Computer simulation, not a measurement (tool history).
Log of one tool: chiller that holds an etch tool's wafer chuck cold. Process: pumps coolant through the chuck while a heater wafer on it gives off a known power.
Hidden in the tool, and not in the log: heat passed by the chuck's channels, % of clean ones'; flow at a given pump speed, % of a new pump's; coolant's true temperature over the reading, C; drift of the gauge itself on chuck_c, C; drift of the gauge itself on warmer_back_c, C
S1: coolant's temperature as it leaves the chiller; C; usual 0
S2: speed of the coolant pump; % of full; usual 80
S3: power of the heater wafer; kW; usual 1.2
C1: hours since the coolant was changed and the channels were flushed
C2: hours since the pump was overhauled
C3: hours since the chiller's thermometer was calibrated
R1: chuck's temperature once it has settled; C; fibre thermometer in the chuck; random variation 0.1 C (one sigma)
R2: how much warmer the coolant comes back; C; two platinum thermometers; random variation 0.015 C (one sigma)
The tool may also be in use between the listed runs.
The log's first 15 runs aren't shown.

run	hour	S1	S2	S3	C1	C2	C3	R1	R2
16	1141.1	0	80	0.926	5854	1475	3978	9.6	2.14
17	1238	0	80	0.926	5951	1572	4074	9.8	2.19
18	1305.7	3	76	1.103	6019	1640	4142	14.8	2.73
# hour 1330.6: chiller's thermometer calibrated
19	1410.3	2	80	0.878	6122	1744	80	10.8	2.05
20	1468.1	-1	72	0.626	6180	1801	138	5.8	1.64
21	1554.6	4	79	1.45	6267	1888	224	18.8	3.43
22	1603.3	4	71	1.094	6315	1937	273	15.9	2.93
23	1717.4	-3	82	1.204	6429	2051	387	9.1	2.76
24	1788.2	6	82	1.062	6500	2122	458	16.8	2.44
# hour 1839.5: coolant changed, channels flushed
25	1852.5	-5	69	0.762	13	2180	516	2	2.11
26	1954	-4	76	0.702	115	2281	617	2.2	1.74
27	2032.2	-4	76	0.702	193	2360	696	2.2	1.74
28	2105.5	2	71	0.744	266	2433	769	8.8	2
29	2175.5	2	71	0.744	336	2503	839	9.1	1.97
30	2282.2	0	79	0.796	443	2610	946	7.1	1.91
31	2334.3	0	79	0.958	495	2662	998	8.2	2.3
32	2448.3	2	84	0.826	609	2776	1112	8.8	1.87
33	2559.3	2	84	0.826	720	2887	1223	8.9	1.87

Forecast each of these 3 alternatives for the next run:
A	2631	-8	70	1.038	792	2958	1294	?	?
B	2631	-4	87	0.747	792	2958	1294	?	?
C	2631	2	65	1.057	792	2958	1294	?	?

run	R1	R2
A	1.7	2.84
B	2.1	1.59
C	12.5	3.12
Without the tool's hidden state the same runs would have given:
run	R1	R2
A	1.1	2.73
B	1.7	1.53
C	11.9	3.01

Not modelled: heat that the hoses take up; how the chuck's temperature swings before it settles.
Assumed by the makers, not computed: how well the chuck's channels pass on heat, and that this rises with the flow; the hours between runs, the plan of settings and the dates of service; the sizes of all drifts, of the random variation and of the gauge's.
